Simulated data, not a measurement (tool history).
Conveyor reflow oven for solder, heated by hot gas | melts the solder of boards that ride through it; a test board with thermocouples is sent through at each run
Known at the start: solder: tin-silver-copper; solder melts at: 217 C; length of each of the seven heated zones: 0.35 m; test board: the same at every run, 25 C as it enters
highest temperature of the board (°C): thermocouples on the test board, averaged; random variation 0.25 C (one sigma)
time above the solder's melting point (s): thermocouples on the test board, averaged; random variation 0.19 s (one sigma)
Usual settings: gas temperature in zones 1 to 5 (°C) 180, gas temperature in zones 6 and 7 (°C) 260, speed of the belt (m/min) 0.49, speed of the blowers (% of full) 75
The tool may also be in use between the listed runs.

run   hour  gas temperature in zones 1 to 5 (°C)  gas temperature in zones 6 and 7 (°C)  speed of the belt (m/min)  speed of the blowers (% of full)  highest temperature of the board (°C)  time above the solder's melting point (s)
  1      0                                   180                                    260                       0.49                                75                                  246.4                                       63.5
  2   19.7                                   180                                    260                       0.49                                75                                  246.2                                       63.5
  3   35.4                                   180                                    260                       0.49                                75                                  246.2                                       63.3
  4   70.1                                   180                                    260                       0.49                                75                                  245.9                                       63.5
  5  102.2                                   180                                    260                       0.49                                75                                  246.3                                       63.1
  6  127.9                                   180                                    260                       0.49                                75                                  245.7                                         63
  7  160.8                                   180                                    262                       0.49                                75                                  247.6                                       64.5
     184.9  -- thermocouples of zones 6 and 7 changed
  8  196.5                                   180                                    262                       0.49                                75                                  249.7                                       66.3
  9  224.9                                   180                                    262                       0.49                                75                                  250.2                                       66.5
     262.7  -- flux residue cleaned out of gas plates and filters
 10  263.4                                   180                                    260                       0.49                                75                                  247.7                                       64.7
 11  283.4                                   180                                    260                       0.49                                75                                    247                                       64.1
 12  309.5                                   180                                    260                       0.49                                75                                  247.5                                       63.8
 13  345.4                                   180                                    260                       0.49                                75                                  247.4                                       64.2
 14  374.7                                   176                                    260                       0.49                                54                                  243.8                                       56.6
 15  391.8                                   172                                    275                       0.49                                79                                  259.5                                       69.9
     423.4  -- flux residue cleaned out of gas plates and filters, once more
 16  428.9                                   172                                    275                      0.469                                79                                  263.1                                       75.7
 17  456.1                                   183                                    260                      0.495                                52                                  245.4                                         62
 18  472.9                                   174                                    253                      0.476                                78                                  242.6                                       60.1
 19  493.3                                   174                                    253                      0.476                                78                                  242.5                                       59.7
 20  524.7                                   174                                    253                      0.476                                78                                  242.3                                       59.9
 21  554.3                                   179                                    260                      0.428                                86                                  252.6                                       80.1
 22  572.5                                   179                                    260                      0.428                                86                                    252                                         80
 23  594.5                                   179                                    260                      0.428                                86                                  252.2                                         80
 24  630.5                                   180                                    260                       0.49                                69                                  247.3                                       64.4
 25  645.6                                   180                                    260                       0.49                                69                                  247.1                                         64

Forecast each of these 3 alternatives for the next run:
  A  680.3                                   180                                    260                      0.429                                69                                      ?                                          ?
  B  680.3                                   172                                    260                       0.49                                75                                      ?                                          ?
  C  680.3                                   182                                    260                      0.529                                69                                      ?                                          ?

run  highest temperature of the board (°C)  time above the solder's melting point (s)
  A                                  250.3                                       78.2
  B                                  246.9                                         61
  C                                  245.5                                       58.1
Without the tool's hidden state the same runs would have given:
run  highest temperature of the board (°C)  time above the solder's melting point (s)
  A                                    251                                       77.7
  B                                  247.8                                       60.9
  C                                  246.3                                       57.9
